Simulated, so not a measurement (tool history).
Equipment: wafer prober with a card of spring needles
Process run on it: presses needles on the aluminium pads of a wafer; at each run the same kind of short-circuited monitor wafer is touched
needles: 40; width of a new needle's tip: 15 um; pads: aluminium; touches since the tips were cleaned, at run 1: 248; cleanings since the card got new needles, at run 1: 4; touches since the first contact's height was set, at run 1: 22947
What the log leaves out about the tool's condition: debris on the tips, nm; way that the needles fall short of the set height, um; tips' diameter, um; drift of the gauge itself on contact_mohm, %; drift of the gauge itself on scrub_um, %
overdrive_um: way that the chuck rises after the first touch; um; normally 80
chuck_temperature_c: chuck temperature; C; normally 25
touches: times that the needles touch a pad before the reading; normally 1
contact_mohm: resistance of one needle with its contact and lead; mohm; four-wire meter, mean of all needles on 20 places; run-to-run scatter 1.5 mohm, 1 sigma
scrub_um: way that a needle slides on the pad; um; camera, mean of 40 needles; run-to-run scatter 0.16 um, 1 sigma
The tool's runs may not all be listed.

run   hour  overdrive_um  chuck_temperature_c  touches  touches since the tips were cleaned  cleanings since the card got new needles  touches since the first contact's height was set  contact_mohm  scrub_um
  1      0            80                   25        1                                  248                                         4                                             22947           140     21.44
  2    9.3            99                   25        1                                 3154                                         4                                             25853           148     26.64
      15.8  -- tips cleaned on abrasive film
  3   16.8            80                   25        1                                  328                                         5                                             28184           137     21.27
  4   25.1            80                   25        1                                 2911                                         5                                             30767           149     21.37
      32.6  -- tips cleaned on abrasive film
  5   38.4            80                   25        1                                 1819                                         6                                             34908           144     21.55
      49.7  -- tips cleaned on abrasive film
  6     53            80                   25        1                                 1052                                         7                                             39460           145      21.4
  7   62.4            80                   25        1                                 3987                                         7                                             42395           153     21.04
      66.6  -- tips cleaned on abrasive film
  8   73.1            70                   25        1                                 2050                                         8                                             45711           150     18.65
  9   81.8            70                   25        1                                 4759                                         8                                             48420           161     18.71
        83  -- tips cleaned on abrasive film
 10   90.1            80                   50        2                                 2193                                         9                                             50986           148     21.54
 11   96.4            80                  113        1                                 4181                                         9                                             52974           165     21.54
      99.2  -- tips cleaned on abrasive film
 12  110.6            80                  113        1                                 3576                                        10                                             57394           168     21.13
     115.9  -- tips cleaned on abrasive film
 13  125.1            80                  113        1                                 2888                                        11                                             61894           166     20.99
     132.6  -- tips cleaned on abrasive film
 14  134.3            80                  113        1                                  522                                        12                                             64741           158     21.54
 15    146            80                  113        1                                 4183                                        12                                             68402           167     21.39
     149.3  -- tips cleaned on abrasive film
 16  159.9            80                  113        1                                 3343                                        13                                             72745           166     21.45
     165.5  -- tips cleaned on abrasive film
 17  172.6            80                  113        1                                 2225                                        14                                             76669           161     21.27

For some of the steps in contact_mohm from one run to the next: how much would appear even if the tool had no hidden state, given the settings, what came in and random variation, and how much remains for the hidden state plus any gauge scatter that the measured result and the result without hidden state don't share?
Run 9 -> 10: overdrive_um 70 -> 80, chuck_temperature_c 25 -> 50, touches 1 -> 2, tips cleaned on abrasive film. contact_mohm -13 mohm: hidden state -17, all else +4.
Run 10 -> 11: chuck_temperature_c 50 -> 113, touches 2 -> 1. contact_mohm +17 mohm: hidden state +11, all else +6.
